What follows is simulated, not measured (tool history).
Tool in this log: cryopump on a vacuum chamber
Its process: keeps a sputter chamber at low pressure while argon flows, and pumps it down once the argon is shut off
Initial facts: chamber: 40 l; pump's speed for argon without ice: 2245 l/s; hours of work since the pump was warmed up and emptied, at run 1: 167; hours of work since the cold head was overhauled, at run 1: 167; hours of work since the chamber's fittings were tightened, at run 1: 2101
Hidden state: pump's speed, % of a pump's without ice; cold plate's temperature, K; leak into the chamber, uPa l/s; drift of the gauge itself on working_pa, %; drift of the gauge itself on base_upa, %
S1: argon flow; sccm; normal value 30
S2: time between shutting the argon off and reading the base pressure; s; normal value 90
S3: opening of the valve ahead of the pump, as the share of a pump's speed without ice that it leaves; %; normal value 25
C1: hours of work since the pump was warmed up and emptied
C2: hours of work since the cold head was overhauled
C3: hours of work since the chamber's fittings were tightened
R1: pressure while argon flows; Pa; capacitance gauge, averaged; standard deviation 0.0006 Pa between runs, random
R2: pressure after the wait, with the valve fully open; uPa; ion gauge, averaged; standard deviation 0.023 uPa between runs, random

run,hour,S1,S2,S3,C1,C2,C3,R1,R2
1,0.0,30,90,25,167,167,2101,0.0901,2.05
2,16.2,30,23,25,174,174,2108,0.0899,4.06
3,44.6,30,90,25,185,185,2119,0.0905,2.01
4,71.2,30,90,25,196,196,2130,0.0912,2.05
5,101.3,30,90,25,208,208,2142,0.0926,2.05
# hour 112.2: leaking fittings of the chamber tightened, without venting
6,128.7,30,90,25,219,219,7,0.0901,0.78
7,154.0,30,90,25,229,229,17,0.0925,0.84
8,174.1,30,90,25,237,237,25,0.0918,0.88
9,205.5,30,90,25,250,250,38,0.0922,0.89
10,237.4,30,90,25,263,263,51,0.0915,0.82
11,267.7,30,90,25,275,275,63,0.0913,0.87
12,294.0,33,90,25,286,286,74,0.1007,0.87
13,320.9,30,97,25,297,297,85,0.0918,0.83
14,340.1,30,97,25,305,305,93,0.0916,0.83
15,368.5,30,97,25,316,316,104,0.0919,0.83
16,393.2,30,90,15,326,326,114,0.1531,0.89
17,422.1,29,90,25,338,338,126,0.0887,0.87
18,435.6,44,90,25,344,344,132,0.1345,0.89
19,463.7,35,93,50,355,355,143,0.0547,0.89
20,490.0,35,93,50,366,366,154,0.0558,0.89
21,503.2,19,139,26,371,371,159,0.0561,0.68
22,530.2,30,42,57,382,382,170,0.0421,1.82
23,549.0,33,73,22,390,390,178,0.1151,1.11
24,564.6,20,73,17,396,396,184,0.0909,1.13
25,595.0,20,73,17,409,409,196,0.0900,1.12
26,625.6,27,43,17,421,421,209,0.1215,1.67
27,641.4,30,147,25,427,427,215,0.0932,0.71
28,660.7,17,22,22,435,435,223,0.0592,2.98
29,676.7,41,150,22,442,442,230,0.1442,0.71
30,694.5,41,150,22,449,449,237,0.1432,0.70
31,715.3,41,150,22,458,458,245,0.1436,0.70
32,732.8,33,150,22,465,465,253,0.1156,0.74
33,753.0,32,211,40,473,473,261,0.0624,0.58

A few steps of R1 between consecutive runs. Split each: what settings, incoming material and random variation would produce without the hidden state, and what is left over for the hidden state, along with gauge scatter present in only one of the two compared results (measured, and without hidden state):
Run 17 -> 18: S1 29 -> 44. R1 +0.0458 Pa: hidden state +0.0010, all else +0.0448.
Run 18 -> 19: S1 44 -> 35, S2 90 -> 93, S3 25 -> 50. R1 -0.0798 Pa: hidden state -0.0005, all else -0.0793.
Run 20 -> 21: S1 35 -> 19, S2 93 -> 139, S3 50 -> 26. R1 +0.0003 Pa: hidden state -0.0011, all else +0.0014.
Run 22 -> 23: S1 30 -> 33, S2 42 -> 73, S3 57 -> 22. R1 +0.0730 Pa: hidden state +0.0002, all else +0.0728.
Run 28 -> 29: S1 17 -> 41, S2 22 -> 150. R1 +0.0850 Pa: hidden state +0.0020, all else +0.0830.
